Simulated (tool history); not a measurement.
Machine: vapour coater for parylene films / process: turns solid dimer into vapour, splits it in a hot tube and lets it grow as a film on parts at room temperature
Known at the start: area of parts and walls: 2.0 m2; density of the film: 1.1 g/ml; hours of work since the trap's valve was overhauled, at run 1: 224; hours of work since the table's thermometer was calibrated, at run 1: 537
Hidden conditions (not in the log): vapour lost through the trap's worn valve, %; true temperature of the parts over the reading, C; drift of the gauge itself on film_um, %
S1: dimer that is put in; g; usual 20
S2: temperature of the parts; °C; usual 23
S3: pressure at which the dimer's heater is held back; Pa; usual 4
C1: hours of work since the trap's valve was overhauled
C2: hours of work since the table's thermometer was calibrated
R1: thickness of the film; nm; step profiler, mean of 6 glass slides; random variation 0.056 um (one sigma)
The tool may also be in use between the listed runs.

{"run": 1, "hour": 0.0, "S1": 20, "S2": 23, "S3": 4, "C1": 224, "C2": 537, "R1": 6180}
{"run": 2, "hour": 70.9, "S1": 20, "S2": 23, "S3": 4, "C1": 277, "C2": 590, "R1": 6240}
{"run": 3, "hour": 116.2, "S1": 20, "S2": 23, "S3": 4, "C1": 311, "C2": 624, "R1": 6160}
{"run": 4, "hour": 157.9, "S1": 20, "S2": 23, "S3": 4, "C1": 342, "C2": 655, "R1": 6180}
{"run": 5, "hour": 227.4, "S1": 20, "S2": 23, "S3": 4, "C1": 394, "C2": 707, "R1": 5970}
{"run": 6, "hour": 267.6, "S1": 20, "S2": 23, "S3": 4, "C1": 424, "C2": 737, "R1": 5950}
{"run": 7, "hour": 342.8, "S1": 20, "S2": 23, "S3": 8.6, "C1": 480, "C2": 794, "R1": 5250}
{"run": 8, "hour": 395.4, "S1": 20, "S2": 23, "S3": 2.63, "C1": 519, "C2": 833, "R1": 6310}
{"run": 9, "hour": 469.2, "S1": 10, "S2": 31, "S3": 2.63, "C1": 575, "C2": 888, "R1": 2230}
{"run": 10, "hour": 506.3, "S1": 11, "S2": 23, "S3": 4, "C1": 602, "C2": 916, "R1": 3230}
{"hour": 555.6, "done": "trap's valve overhauled"}
{"run": 11, "hour": 560.5, "S1": 14, "S2": 34, "S3": 4, "C1": 4, "C2": 953, "R1": 2750}
{"hour": 604.1, "done": "table's thermometer calibrated"}
{"run": 12, "hour": 626.9, "S1": 25, "S2": 35, "S3": 4.59, "C1": 53, "C2": 17, "R1": 4800}
{"run": 13, "hour": 693.0, "S1": 20, "S2": 23, "S3": 4, "C1": 102, "C2": 66, "R1": 6410}
{"run": 14, "hour": 744.7, "S1": 20, "S2": 23, "S3": 4, "C1": 141, "C2": 105, "R1": 6500}
{"run": 15, "hour": 781.2, "S1": 14, "S2": 33, "S3": 4, "C1": 168, "C2": 132, "R1": 2920}

What if the next run were any one of these 3? Each begins from the tool's condition after run 15:
{"run": "A", "hour": 842.4, "S1": 14, "S2": 33, "S3": 7.43, "C1": 214, "C2": 178, "R1": "?"}
{"run": "B", "hour": 842.4, "S1": 11, "S2": 20, "S3": 4, "C1": 214, "C2": 178, "R1": "?"}
{"run": "C", "hour": 842.4, "S1": 18, "S2": 33, "S3": 4, "C1": 214, "C2": 178, "R1": "?"}

run=A R1=2720
run=B R1=4030
run=C R1=3710
With the hidden condition removed and each run's random variation left untouched, the same runs would have given:
run=A R1=2820
run=B R1=4180
run=C R1=3850
